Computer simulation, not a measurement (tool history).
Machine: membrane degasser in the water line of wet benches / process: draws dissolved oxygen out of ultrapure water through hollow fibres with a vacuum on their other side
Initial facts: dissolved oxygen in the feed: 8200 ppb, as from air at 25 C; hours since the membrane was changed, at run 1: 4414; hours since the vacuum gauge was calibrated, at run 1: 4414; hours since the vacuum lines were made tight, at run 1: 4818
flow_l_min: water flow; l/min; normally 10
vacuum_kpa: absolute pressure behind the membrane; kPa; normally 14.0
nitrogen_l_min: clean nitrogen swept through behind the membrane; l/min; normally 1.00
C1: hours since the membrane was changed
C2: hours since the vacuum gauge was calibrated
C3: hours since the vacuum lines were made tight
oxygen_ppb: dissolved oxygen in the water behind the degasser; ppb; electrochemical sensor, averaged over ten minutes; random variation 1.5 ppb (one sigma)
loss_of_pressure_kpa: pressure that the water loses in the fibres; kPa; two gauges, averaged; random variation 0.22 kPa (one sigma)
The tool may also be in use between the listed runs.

{"run": 1, "hour": 0.0, "flow_l_min": 10, "vacuum_kpa": 14.0, "nitrogen_l_min": 1.0, "C1": 4414, "C2": 4414, "C3": 4818, "oxygen_ppb": 297.8, "loss_of_pressure_kpa": 68.75}
{"run": 2, "hour": 65.7, "flow_l_min": 10, "vacuum_kpa": 22.6, "nitrogen_l_min": 1.0, "C1": 4479, "C2": 4479, "C3": 4884, "oxygen_ppb": 488.5, "loss_of_pressure_kpa": 68.61}
{"run": 3, "hour": 215.2, "flow_l_min": 10, "vacuum_kpa": 14.0, "nitrogen_l_min": 1.0, "C1": 4629, "C2": 4629, "C3": 5033, "oxygen_ppb": 297.7, "loss_of_pressure_kpa": 69.17}
{"run": 4, "hour": 353.6, "flow_l_min": 10, "vacuum_kpa": 21.8, "nitrogen_l_min": 1.0, "C1": 4767, "C2": 4767, "C3": 5171, "oxygen_ppb": 471.7, "loss_of_pressure_kpa": 69.17}
{"run": 5, "hour": 457.8, "flow_l_min": 10, "vacuum_kpa": 21.8, "nitrogen_l_min": 1.0, "C1": 4871, "C2": 4871, "C3": 5276, "oxygen_ppb": 475.5, "loss_of_pressure_kpa": 68.94}
{"run": 6, "hour": 531.7, "flow_l_min": 10, "vacuum_kpa": 21.8, "nitrogen_l_min": 1.0, "C1": 4945, "C2": 4945, "C3": 5350, "oxygen_ppb": 472.1, "loss_of_pressure_kpa": 69.51}
{"run": 7, "hour": 645.1, "flow_l_min": 10, "vacuum_kpa": 21.8, "nitrogen_l_min": 1.0, "C1": 5059, "C2": 5059, "C3": 5463, "oxygen_ppb": 479.5, "loss_of_pressure_kpa": 69.17}
{"run": 8, "hour": 721.1, "flow_l_min": 10, "vacuum_kpa": 14.0, "nitrogen_l_min": 2.63, "C1": 5135, "C2": 5135, "C3": 5539, "oxygen_ppb": 147.8, "loss_of_pressure_kpa": 69.31}
{"run": 9, "hour": 808.3, "flow_l_min": 10, "vacuum_kpa": 14.0, "nitrogen_l_min": 2.63, "C1": 5222, "C2": 5222, "C3": 5626, "oxygen_ppb": 148.4, "loss_of_pressure_kpa": 69.22}
{"run": 10, "hour": 877.4, "flow_l_min": 10, "vacuum_kpa": 14.0, "nitrogen_l_min": 2.63, "C1": 5291, "C2": 5291, "C3": 5695, "oxygen_ppb": 149.2, "loss_of_pressure_kpa": 69.5}
{"run": 11, "hour": 1001.9, "flow_l_min": 10, "vacuum_kpa": 14.0, "nitrogen_l_min": 2.63, "C1": 5416, "C2": 5416, "C3": 5820, "oxygen_ppb": 149.6, "loss_of_pressure_kpa": 69.38}
{"run": 12, "hour": 1150.9, "flow_l_min": 10, "vacuum_kpa": 14.0, "nitrogen_l_min": 2.63, "C1": 5564, "C2": 5564, "C3": 5969, "oxygen_ppb": 149.8, "loss_of_pressure_kpa": 69.47}
{"run": 13, "hour": 1255.5, "flow_l_min": 10, "vacuum_kpa": 13.1, "nitrogen_l_min": 1.0, "C1": 5669, "C2": 5669, "C3": 6073, "oxygen_ppb": 280.6, "loss_of_pressure_kpa": 69.22}
{"run": 14, "hour": 1351.0, "flow_l_min": 11, "vacuum_kpa": 21.2, "nitrogen_l_min": 0.64, "C1": 5765, "C2": 5765, "C3": 6169, "oxygen_ppb": 722.5, "loss_of_pressure_kpa": 76.4}
{"hour": 1363.7, "done": "vacuum gauge calibrated"}
{"run": 15, "hour": 1474.4, "flow_l_min": 11, "vacuum_kpa": 21.2, "nitrogen_l_min": 0.64, "C1": 5888, "C2": 111, "C3": 6292, "oxygen_ppb": 724.0, "loss_of_pressure_kpa": 76.16}
{"run": 16, "hour": 1580.9, "flow_l_min": 11, "vacuum_kpa": 21.2, "nitrogen_l_min": 0.64, "C1": 5994, "C2": 217, "C3": 6398, "oxygen_ppb": 728.0, "loss_of_pressure_kpa": 75.99}
{"hour": 1657.7, "done": "vacuum gauge calibrated, once more"}
{"run": 17, "hour": 1665.9, "flow_l_min": 11, "vacuum_kpa": 27.6, "nitrogen_l_min": 0.64, "C1": 6079, "C2": 8, "C3": 6483, "oxygen_ppb": 929.3, "loss_of_pressure_kpa": 76.61}
{"run": 18, "hour": 1811.0, "flow_l_min": 11, "vacuum_kpa": 27.6, "nitrogen_l_min": 0.64, "C1": 6224, "C2": 153, "C3": 6628, "oxygen_ppb": 918.4, "loss_of_pressure_kpa": 76.17}
{"run": 19, "hour": 1879.3, "flow_l_min": 11, "vacuum_kpa": 27.6, "nitrogen_l_min": 0.64, "C1": 6292, "C2": 222, "C3": 6696, "oxygen_ppb": 932.2, "loss_of_pressure_kpa": 76.14}
{"run": 20, "hour": 1965.6, "flow_l_min": 11, "vacuum_kpa": 27.6, "nitrogen_l_min": 0.64, "C1": 6378, "C2": 308, "C3": 6782, "oxygen_ppb": 934.6, "loss_of_pressure_kpa": 76.21}
{"run": 21, "hour": 2106.8, "flow_l_min": 10, "vacuum_kpa": 21.7, "nitrogen_l_min": 0.86, "C1": 6519, "C2": 449, "C3": 6924, "oxygen_ppb": 537.3, "loss_of_pressure_kpa": 69.75}
{"run": 22, "hour": 2244.8, "flow_l_min": 7, "vacuum_kpa": 13.9, "nitrogen_l_min": 0.65, "C1": 6657, "C2": 587, "C3": 7062, "oxygen_ppb": 296.3, "loss_of_pressure_kpa": 48.62}
{"run": 23, "hour": 2308.7, "flow_l_min": 9, "vacuum_kpa": 16.9, "nitrogen_l_min": 0.94, "C1": 6721, "C2": 651, "C3": 7126, "oxygen_ppb": 346.9, "loss_of_pressure_kpa": 62.93}
{"run": 24, "hour": 2392.5, "flow_l_min": 10, "vacuum_kpa": 15.0, "nitrogen_l_min": 1.55, "C1": 6805, "C2": 735, "C3": 7209, "oxygen_ppb": 231.6, "loss_of_pressure_kpa": 69.05}
{"run": 25, "hour": 2462.5, "flow_l_min": 14, "vacuum_kpa": 24.1, "nitrogen_l_min": 1.88, "C1": 6875, "C2": 805, "C3": 7279, "oxygen_ppb": 453.8, "loss_of_pressure_kpa": 96.89}

Each row is a separate what-if for the run after 25, all from the same tool condition, not one after another. Results?
{"run": "A", "hour": 2580.0, "flow_l_min": 13, "vacuum_kpa": 24.1, "nitrogen_l_min": 1.88, "C1": 6993, "C2": 922, "C3": 7397, "oxygen_ppb": "?", "loss_of_pressure_kpa": "?"}
{"run": "B", "hour": 2580.0, "flow_l_min": 10, "vacuum_kpa": 9.2, "nitrogen_l_min": 1.04, "C1": 6993, "C2": 922, "C3": 7397, "oxygen_ppb": "?", "loss_of_pressure_kpa": "?"}
{"run": "C", "hour": 2580.0, "flow_l_min": 15, "vacuum_kpa": 14.0, "nitrogen_l_min": 1.0, "C1": 6993, "C2": 922, "C3": 7397, "oxygen_ppb": "?", "loss_of_pressure_kpa": "?"}
{"run": "D", "hour": 2580.0, "flow_l_min": 8, "vacuum_kpa": 22.8, "nitrogen_l_min": 1.89, "C1": 6993, "C2": 922, "C3": 7397, "oxygen_ppb": "?", "loss_of_pressure_kpa": "?"}
{"run": "E", "hour": 2580.0, "flow_l_min": 10, "vacuum_kpa": 24.1, "nitrogen_l_min": 1.88, "C1": 6993, "C2": 922, "C3": 7397, "oxygen_ppb": "?", "loss_of_pressure_kpa": "?"}

run=A oxygen_ppb=419.7 loss_of_pressure_kpa=90.36
run=B oxygen_ppb=184.3 loss_of_pressure_kpa=69.49
run=C oxygen_ppb=461.8 loss_of_pressure_kpa=104.98
run=D oxygen_ppb=239.6 loss_of_pressure_kpa=55.71
run=E oxygen_ppb=318.8 loss_of_pressure_kpa=69.78
Without the tool's unlogged condition, the same runs would have read:
run=A oxygen_ppb=400.9 loss_of_pressure_kpa=88.25
run=B oxygen_ppb=174.2 loss_of_pressure_kpa=67.86
run=C oxygen_ppb=445.1 loss_of_pressure_kpa=102.53
run=D oxygen_ppb=224.3 loss_of_pressure_kpa=54.40
run=E oxygen_ppb=301.7 loss_of_pressure_kpa=68.15
